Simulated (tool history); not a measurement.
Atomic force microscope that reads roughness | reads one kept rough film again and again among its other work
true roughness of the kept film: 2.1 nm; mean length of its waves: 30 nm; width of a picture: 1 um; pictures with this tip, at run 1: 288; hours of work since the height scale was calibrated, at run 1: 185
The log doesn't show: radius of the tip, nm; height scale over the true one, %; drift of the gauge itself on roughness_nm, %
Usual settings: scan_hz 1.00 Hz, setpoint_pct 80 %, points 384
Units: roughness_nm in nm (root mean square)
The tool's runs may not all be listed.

| run | day | scan_hz | setpoint_pct | points | pictures with this tip | hours of work since the height scale was calibrated | roughness_nm |
|---|---|---|---|---|---|---|---|
| 1 | 0.000 | 1.00 | 80 | 384 | 288 | 185 | 1.786 |
| 2 | 0.229 | 1.00 | 80 | 384 | 293 | 188 | 1.804 |
| 3 | 0.600 | 1.00 | 80 | 384 | 299 | 192 | 1.803 |
| 4 | 0.962 | 1.00 | 80 | 384 | 306 | 197 | 1.789 |
| 5 | 1.375 | 1.00 | 80 | 384 | 314 | 202 | 1.792 |
| 6 | 1.612 | 1.00 | 80 | 384 | 318 | 205 | 1.795 |
| 7 | 1.883 | 1.00 | 80 | 384 | 323 | 208 | 1.793 |
| 8 | 2.171 | 1.00 | 80 | 384 | 328 | 212 | 1.799 |
| 9 | 2.404 | 1.00 | 80 | 384 | 333 | 215 | 1.803 |
| 10 | 2.754 | 1.00 | 80 | 384 | 339 | 219 | 1.815 |
|  | 2.858 | new tip fitted |
| 11 | 3.092 | 1.00 | 80 | 384 | 4 | 223 | 1.790 |
| 12 | 3.417 | 1.67 | 79 | 270 | 10 | 227 | 1.733 |
| 13 | 3.800 | 0.52 | 79 | 270 | 17 | 232 | 1.843 |
| 14 | 4.058 | 1.07 | 69 | 384 | 22 | 235 | 1.840 |
| 15 | 4.308 | 1.00 | 80 | 839 | 27 | 238 | 1.815 |
| 16 | 4.683 | 2.79 | 59 | 280 | 34 | 242 | 1.786 |
| 17 | 4.892 | 2.79 | 59 | 280 | 37 | 245 | 1.801 |
| 18 | 5.192 | 0.66 | 71 | 280 | 43 | 249 | 1.858 |
| 19 | 5.479 | 0.66 | 69 | 280 | 48 | 252 | 1.854 |
| 20 | 5.679 | 0.66 | 76 | 509 | 52 | 255 | 1.845 |
| 21 | 5.875 | 0.56 | 76 | 509 | 56 | 257 | 1.858 |
| 22 | 6.079 | 0.56 | 76 | 509 | 59 | 260 | 1.857 |

5 ways to go on from here, each from the tool as it stands after run 22. What would each give?
| A | 6.404 | 1.00 | 83 | 384 | 65 | 264 | ? |
| B | 6.404 | 0.56 | 76 | 792 | 65 | 264 | ? |
| C | 6.404 | 2.12 | 80 | 384 | 65 | 264 | ? |
| D | 6.404 | 1.48 | 80 | 485 | 65 | 264 | ? |
| E | 6.404 | 0.87 | 64 | 431 | 65 | 264 | ? |

| run | roughness_nm |
|---|---|
| A | 1.781 |
| B | 1.867 |
| C | 1.695 |
| D | 1.767 |
| E | 1.861 |
Without the tool's hidden state the same runs would have given:
| run | roughness_nm |
|---|---|
| A | 1.782 |
| B | 1.867 |
| C | 1.696 |
| D | 1.767 |
| E | 1.862 |
